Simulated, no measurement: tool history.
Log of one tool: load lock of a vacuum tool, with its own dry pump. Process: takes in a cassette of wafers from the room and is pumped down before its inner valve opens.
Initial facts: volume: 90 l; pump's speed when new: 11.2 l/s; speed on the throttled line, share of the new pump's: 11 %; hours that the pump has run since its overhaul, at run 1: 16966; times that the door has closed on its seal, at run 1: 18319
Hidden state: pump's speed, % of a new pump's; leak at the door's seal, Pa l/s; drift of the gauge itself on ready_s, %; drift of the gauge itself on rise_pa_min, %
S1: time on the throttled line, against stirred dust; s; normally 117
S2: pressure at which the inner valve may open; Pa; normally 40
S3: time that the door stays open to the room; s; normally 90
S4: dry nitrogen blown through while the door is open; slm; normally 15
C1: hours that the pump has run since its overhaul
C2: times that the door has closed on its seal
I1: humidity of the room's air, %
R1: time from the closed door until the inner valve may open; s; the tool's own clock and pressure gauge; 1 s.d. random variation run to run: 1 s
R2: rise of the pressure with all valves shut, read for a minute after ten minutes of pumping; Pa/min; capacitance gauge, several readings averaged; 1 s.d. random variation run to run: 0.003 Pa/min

run 1 day=0 | S1=117 S2=40 S3=90 S4=15 | C1=16966 C2=18319 | I1=47.3 | R1=176 R2=0.222
run 2 day=17.588 | S1=117 S2=40 S3=90 S4=15 | C1=17389 C2=18790 | I1=42.5 | R1=176.2 R2=0.231
run 3 day=29.783 | S1=117 S2=40 S3=90 S4=15 | C1=17681 C2=19118 | I1=45.3 | R1=175.6 R2=0.241
run 4 day=42.267 | S1=117 S2=40 S3=90 S4=15 | C1=17981 C2=19453 | I1=48.3 | R1=175.9 R2=0.246
run 5 day=59.896 | S1=117 S2=40 S3=90 S4=15 | C1=18404 C2=19926 | I1=46.4 | R1=174.8 R2=0.253
-- day=73.558 dry pump taken out, an overhauled one fitted
run 6 day=76.983 | S1=117 S2=40 S3=90 S4=15 | C1=82 C2=20377 | I1=45.4 | R1=165.5 R2=0.256
run 7 day=91.988 | S1=117 S2=40 S3=90 S4=12 | C1=442 C2=20780 | I1=43.8 | R1=167.7 R2=0.269
run 8 day=109.675 | S1=117 S2=40 S3=90 S4=12 | C1=867 C2=21254 | I1=44.3 | R1=168.2 R2=0.273
run 9 day=118.017 | S1=117 S2=40 S3=90 S4=12 | C1=1067 C2=21478 | I1=46.6 | R1=166.2 R2=0.28
run 10 day=127.346 | S1=163 S2=40 S3=90 S4=15 | C1=1291 C2=21728 | I1=44.3 | R1=208.2 R2=0.282
run 11 day=143.8 | S1=163 S2=40 S3=90 S4=15 | C1=1686 C2=22170 | I1=44.6 | R1=206.8 R2=0.29
run 12 day=161.508 | S1=117 S2=40 S3=90 S4=14 | C1=2111 C2=22645 | I1=45.5 | R1=167 R2=0.297
run 13 day=174.204 | S1=117 S2=40 S3=90 S4=7 | C1=2415 C2=22985 | I1=43.6 | R1=168.7 R2=0.318
run 14 day=192.004 | S1=79 S2=35 S3=132 S4=12 | C1=2843 C2=23463 | I1=46.3 | R1=133.4 R2=0.332
run 15 day=208.333 | S1=79 S2=35 S3=132 S4=4 | C1=3235 C2=23901 | I1=43.6 | R1=135 R2=0.343
run 16 day=215.604 | S1=91 S2=39 S3=90 S4=15 | C1=3409 C2=24096 | I1=45 | R1=145.4 R2=0.322
run 17 day=233.3 | S1=63 S2=40 S3=182 S4=15 | C1=3834 C2=24571 | I1=44.1 | R1=120.7 R2=0.355
run 18 day=249.358 | S1=195 S2=53 S3=90 S4=15 | C1=4219 C2=25002 | I1=43.7 | R1=235.7 R2=0.337
run 19 day=262.342 | S1=117 S2=40 S3=90 S4=5 | C1=4531 C2=25350 | I1=44 | R1=171.2 R2=0.358
run 20 day=276.208 | S1=78 S2=40 S3=90 S4=15 | C1=4864 C2=25722 | I1=45.6 | R1=133.1 R2=0.35
run 21 day=286.258 | S1=201 S2=67 S3=90 S4=15 | C1=5105 C2=25991 | I1=44.5 | R1=239.7 R2=0.359
run 22 day=298.529 | S1=145 S2=46 S3=100 S4=42 | C1=5399 C2=26321 | I1=46 | R1=191.7 R2=0.347
run 23 day=308.3 | S1=169 S2=30 S3=60 S4=6 | C1=5634 C2=26583 | I1=44.2 | R1=219.5 R2=0.366
run 24 day=316.35 | S1=169 S2=30 S3=60 S4=6 | C1=5827 C2=26799 | I1=43.7 | R1=218 R2=0.365
run 25 day=326.029 | S1=62 S2=68 S3=90 S4=15 | C1=6059 C2=27058 | I1=47.1 | R1=116.4 R2=0.368

How would selected steps in R1 from run to run divide? Give the signed amount a tool lacking its hidden state would still show from settings, what came in and random variation, and the signed amount left for the hidden state, including any gauge scatter that is not in both of the compared results.
Run 5 -> 6: dry pump taken out, an overhauled one fitted. R1 -9.3 s: hidden state -9.7, all else +0.4.
Run 17 -> 18: S1 63 -> 195, S2 40 -> 53, S3 182 -> 90. R1 +115 s: hidden state -0.3, all else +115.3.
Run 18 -> 19: S1 195 -> 117, S2 53 -> 40, S4 15 -> 5. R1 -64.5 s: hidden state +0.6, all else -65.1.
Run 20 -> 21: S1 78 -> 201, S2 40 -> 67. R1 +106.6 s: hidden state -0.6, all else +107.2.
